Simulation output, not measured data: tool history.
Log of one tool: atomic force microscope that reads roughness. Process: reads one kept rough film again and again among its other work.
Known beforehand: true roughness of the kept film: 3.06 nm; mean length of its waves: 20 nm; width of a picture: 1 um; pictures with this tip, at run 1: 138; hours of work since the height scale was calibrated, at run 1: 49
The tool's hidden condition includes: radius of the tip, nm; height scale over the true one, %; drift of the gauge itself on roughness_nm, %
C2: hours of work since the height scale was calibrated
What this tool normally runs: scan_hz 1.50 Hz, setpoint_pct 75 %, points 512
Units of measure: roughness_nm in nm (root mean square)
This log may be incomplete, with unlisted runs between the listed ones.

{"run": 1, "hour": 0.0, "scan_hz": 1.5, "setpoint_pct": 75, "points": 512, "pictures with this tip": 138, "C2": 49, "roughness_nm": 1.875}
{"run": 2, "hour": 3.8, "scan_hz": 1.5, "setpoint_pct": 75, "points": 590, "pictures with this tip": 143, "C2": 51, "roughness_nm": 1.864}
{"run": 3, "hour": 10.1, "scan_hz": 1.93, "setpoint_pct": 75, "points": 512, "pictures with this tip": 151, "C2": 54, "roughness_nm": 1.809}
{"run": 4, "hour": 19.2, "scan_hz": 0.96, "setpoint_pct": 75, "points": 512, "pictures with this tip": 163, "C2": 58, "roughness_nm": 1.849}
{"run": 5, "hour": 24.2, "scan_hz": 0.96, "setpoint_pct": 75, "points": 512, "pictures with this tip": 169, "C2": 60, "roughness_nm": 1.838}
{"run": 6, "hour": 33.6, "scan_hz": 1.5, "setpoint_pct": 75, "points": 512, "pictures with this tip": 181, "C2": 65, "roughness_nm": 1.773}
{"run": 7, "hour": 42.1, "scan_hz": 1.5, "setpoint_pct": 75, "points": 512, "pictures with this tip": 192, "C2": 69, "roughness_nm": 1.742}
{"run": 8, "hour": 46.9, "scan_hz": 1.5, "setpoint_pct": 75, "points": 406, "pictures with this tip": 198, "C2": 71, "roughness_nm": 1.732}
{"run": 9, "hour": 55.9, "scan_hz": 1.5, "setpoint_pct": 75, "points": 370, "pictures with this tip": 210, "C2": 75, "roughness_nm": 1.688}
{"run": 10, "hour": 64.3, "scan_hz": 0.51, "setpoint_pct": 75, "points": 512, "pictures with this tip": 221, "C2": 79, "roughness_nm": 1.74}
{"run": 11, "hour": 73.3, "scan_hz": 1.5, "setpoint_pct": 85, "points": 512, "pictures with this tip": 233, "C2": 83, "roughness_nm": 1.587}
{"run": 12, "hour": 79.9, "scan_hz": 1.5, "setpoint_pct": 85, "points": 512, "pictures with this tip": 241, "C2": 86, "roughness_nm": 1.578}
{"run": 13, "hour": 84.6, "scan_hz": 1.5, "setpoint_pct": 85, "points": 512, "pictures with this tip": 247, "C2": 88, "roughness_nm": 1.565}
{"hour": 92.8, "done": "new tip fitted"}
{"run": 14, "hour": 94.1, "scan_hz": 1.5, "setpoint_pct": 75, "points": 503, "pictures with this tip": 2, "C2": 93, "roughness_nm": 2.322}
{"run": 15, "hour": 102.8, "scan_hz": 1.5, "setpoint_pct": 88, "points": 503, "pictures with this tip": 13, "C2": 97, "roughness_nm": 2.151}
{"run": 16, "hour": 108.0, "scan_hz": 1.5, "setpoint_pct": 88, "points": 503, "pictures with this tip": 20, "C2": 99, "roughness_nm": 2.144}
{"run": 17, "hour": 114.9, "scan_hz": 1.5, "setpoint_pct": 88, "points": 503, "pictures with this tip": 29, "C2": 102, "roughness_nm": 2.12}
{"run": 18, "hour": 122.3, "scan_hz": 1.5, "setpoint_pct": 88, "points": 503, "pictures with this tip": 38, "C2": 106, "roughness_nm": 2.067}
{"run": 19, "hour": 129.2, "scan_hz": 1.5, "setpoint_pct": 88, "points": 334, "pictures with this tip": 47, "C2": 109, "roughness_nm": 2.03}
{"run": 20, "hour": 133.4, "scan_hz": 1.5, "setpoint_pct": 88, "points": 334, "pictures with this tip": 53, "C2": 111, "roughness_nm": 1.992}
{"run": 21, "hour": 141.6, "scan_hz": 1.5, "setpoint_pct": 75, "points": 512, "pictures with this tip": 63, "C2": 115, "roughness_nm": 2.107}
{"run": 22, "hour": 146.7, "scan_hz": 1.5, "setpoint_pct": 75, "points": 512, "pictures with this tip": 70, "C2": 117, "roughness_nm": 2.077}
{"run": 23, "hour": 150.5, "scan_hz": 1.5, "setpoint_pct": 75, "points": 512, "pictures with this tip": 75, "C2": 119, "roughness_nm": 2.067}
{"run": 24, "hour": 160.0, "scan_hz": 2.0, "setpoint_pct": 75, "points": 512, "pictures with this tip": 87, "C2": 123, "roughness_nm": 1.99}
{"run": 25, "hour": 169.0, "scan_hz": 2.0, "setpoint_pct": 75, "points": 512, "pictures with this tip": 99, "C2": 127, "roughness_nm": 1.953}
{"run": 26, "hour": 173.1, "scan_hz": 1.5, "setpoint_pct": 75, "points": 368, "pictures with this tip": 104, "C2": 129, "roughness_nm": 1.95}
{"run": 27, "hour": 182.2, "scan_hz": 1.5, "setpoint_pct": 56, "points": 368, "pictures with this tip": 116, "C2": 133, "roughness_nm": 1.997}
{"run": 28, "hour": 188.3, "scan_hz": 1.5, "setpoint_pct": 56, "points": 368, "pictures with this tip": 124, "C2": 136, "roughness_nm": 1.97}
{"run": 29, "hour": 195.4, "scan_hz": 3.03, "setpoint_pct": 78, "points": 563, "pictures with this tip": 133, "C2": 139, "roughness_nm": 1.748}
{"run": 30, "hour": 203.0, "scan_hz": 1.39, "setpoint_pct": 68, "points": 319, "pictures with this tip": 143, "C2": 143, "roughness_nm": 1.88}
{"run": 31, "hour": 208.1, "scan_hz": 3.25, "setpoint_pct": 75, "points": 573, "pictures with this tip": 149, "C2": 145, "roughness_nm": 1.743}
{"run": 32, "hour": 215.0, "scan_hz": 3.25, "setpoint_pct": 75, "points": 573, "pictures with this tip": 158, "C2": 149, "roughness_nm": 1.708}
{"run": 33, "hour": 223.6, "scan_hz": 3.25, "setpoint_pct": 84, "points": 906, "pictures with this tip": 169, "C2": 152, "roughness_nm": 1.579}
{"run": 34, "hour": 228.6, "scan_hz": 1.5, "setpoint_pct": 75, "points": 783, "pictures with this tip": 176, "C2": 155, "roughness_nm": 1.78}
{"run": 35, "hour": 237.1, "scan_hz": 0.63, "setpoint_pct": 87, "points": 783, "pictures with this tip": 187, "C2": 159, "roughness_nm": 1.792}
{"run": 36, "hour": 244.5, "scan_hz": 0.81, "setpoint_pct": 62, "points": 586, "pictures with this tip": 196, "C2": 162, "roughness_nm": 1.818}
{"run": 37, "hour": 250.6, "scan_hz": 2.22, "setpoint_pct": 57, "points": 310, "pictures with this tip": 204, "C2": 165, "roughness_nm": 1.74}
{"run": 38, "hour": 255.1, "scan_hz": 2.22, "setpoint_pct": 57, "points": 310, "pictures with this tip": 210, "C2": 167, "roughness_nm": 1.72}
{"run": 39, "hour": 260.0, "scan_hz": 1.13, "setpoint_pct": 77, "points": 405, "pictures with this tip": 216, "C2": 169, "roughness_nm": 1.711}
{"run": 40, "hour": 266.2, "scan_hz": 1.13, "setpoint_pct": 77, "points": 405, "pictures with this tip": 224, "C2": 172, "roughness_nm": 1.67}
{"run": 41, "hour": 274.5, "scan_hz": 1.13, "setpoint_pct": 77, "points": 405, "pictures with this tip": 235, "C2": 176, "roughness_nm": 1.656}
{"run": 42, "hour": 278.5, "scan_hz": 1.13, "setpoint_pct": 77, "points": 405, "pictures with this tip": 240, "C2": 178, "roughness_nm": 1.648}
{"run": 43, "hour": 287.9, "scan_hz": 0.53, "setpoint_pct": 83, "points": 469, "pictures with this tip": 253, "C2": 182, "roughness_nm": 1.648}
{"hour": 291.8, "done": "new tip fitted"}
{"run": 44, "hour": 295.6, "scan_hz": 0.53, "setpoint_pct": 83, "points": 469, "pictures with this tip": 5, "C2": 186, "roughness_nm": 2.369}
{"run": 45, "hour": 304.6, "scan_hz": 2.18, "setpoint_pct": 64, "points": 856, "pictures with this tip": 16, "C2": 190, "roughness_nm": 2.29}
{"run": 46, "hour": 308.8, "scan_hz": 2.18, "setpoint_pct": 74, "points": 471, "pictures with this tip": 22, "C2": 192, "roughness_nm": 2.17}
{"run": 47, "hour": 317.0, "scan_hz": 2.18, "setpoint_pct": 74, "points": 471, "pictures with this tip": 32, "C2": 195, "roughness_nm": 2.152}
{"run": 48, "hour": 322.7, "scan_hz": 2.18, "setpoint_pct": 74, "points": 471, "pictures with this tip": 40, "C2": 198, "roughness_nm": 2.126}
{"run": 49, "hour": 328.7, "scan_hz": 1.5, "setpoint_pct": 63, "points": 512, "pictures with this tip": 48, "C2": 201, "roughness_nm": 2.212}
{"run": 50, "hour": 333.5, "scan_hz": 3.88, "setpoint_pct": 58, "points": 512, "pictures with this tip": 54, "C2": 203, "roughness_nm": 2.131}
{"run": 51, "hour": 342.5, "scan_hz": 1.5, "setpoint_pct": 75, "points": 801, "pictures with this tip": 65, "C2": 207, "roughness_nm": 2.092}
{"run": 52, "hour": 349.1, "scan_hz": 1.47, "setpoint_pct": 67, "points": 526, "pictures with this tip": 74, "C2": 210, "roughness_nm": 2.095}
{"run": 53, "hour": 358.3, "scan_hz": 0.59, "setpoint_pct": 82, "points": 476, "pictures with this tip": 86, "C2": 215, "roughness_nm": 2.066}

How the hidden state differs across the entries between the runs, from the last listed run before each to the first after it:
Between runs 13 and 14: new tip fitted (hour 92.8)
  radius of the tip, nm: 24.7 -> 7.3
  difference, measured minus the result without the unlogged condition, roughness_nm: -0.694 -> -0.025 nm (root mean square)
Between runs 43 and 44: new tip fitted (hour 291.8)
  radius of the tip, nm: 25.2 -> 7.5; height scale over the true one, %: -0.48 -> -0.49
  difference, measured minus the result without the unlogged condition, roughness_nm: -0.759 -> -0.042 nm (root mean square)
